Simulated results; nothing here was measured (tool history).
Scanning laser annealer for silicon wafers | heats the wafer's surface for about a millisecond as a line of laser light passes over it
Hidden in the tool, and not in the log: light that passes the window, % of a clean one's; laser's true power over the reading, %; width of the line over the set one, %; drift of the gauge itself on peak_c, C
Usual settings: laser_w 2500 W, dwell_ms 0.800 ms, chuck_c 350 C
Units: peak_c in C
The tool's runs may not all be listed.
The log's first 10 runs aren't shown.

run,hour,laser_w,dwell_ms,chuck_c,hours of work since the window was cleaned,hours of work since the power meter was calibrated,hours of work since the optics were aligned,peak_c
11,313.5,2500,0.726,350,390,642,308,1098
12,333.7,2500,0.726,381,399,651,317,1126
13,351.0,2500,0.800,350,407,659,324,1129
14,368.4,2500,0.800,350,415,667,332,1129
15,387.1,2500,0.800,350,423,675,341,1127
16,409.6,2500,0.800,350,433,685,351,1128
17,450.1,2500,0.800,350,451,703,369,1126
18,490.1,2465,0.594,360,469,721,386,1022
19,528.8,2465,0.594,360,486,738,404,1021
20,558.6,2591,0.809,340,499,751,417,1151
21,590.8,2591,0.809,340,513,765,431,1149
22,626.0,2702,0.852,376,529,781,447,1244
23,646.7,2702,0.852,376,538,790,456,1241
24,678.8,2162,0.600,369,553,805,470,933
25,702.4,2160,0.713,319,563,815,481,928
26,725.6,2500,0.723,313,573,825,491,1042
27,744.0,2500,0.746,350,582,834,499,1090
28,761.9,2500,0.746,350,589,842,507,1090
29,786.1,2605,0.897,342,600,852,518,1179
30,823.8,2605,0.897,342,617,869,535,1183
31,864.4,2530,0.608,323,635,887,553,999
32,886.6,2579,0.740,350,645,897,563,1103
33,914.0,2579,0.621,329,657,909,575,1027

3 ways to go on from here, each from the tool as it stands after run 33. What would each give?
A,952.9,2732,0.909,316,674,926,592,?
B,952.9,2666,0.580,345,674,926,592,?
C,952.9,2485,0.621,354,674,926,592,?

run,peak_c
A,1210
B,1051
C,1022
Without the tool's hidden state the same runs would have given:
run,peak_c
A,1290
B,1115
C,1082
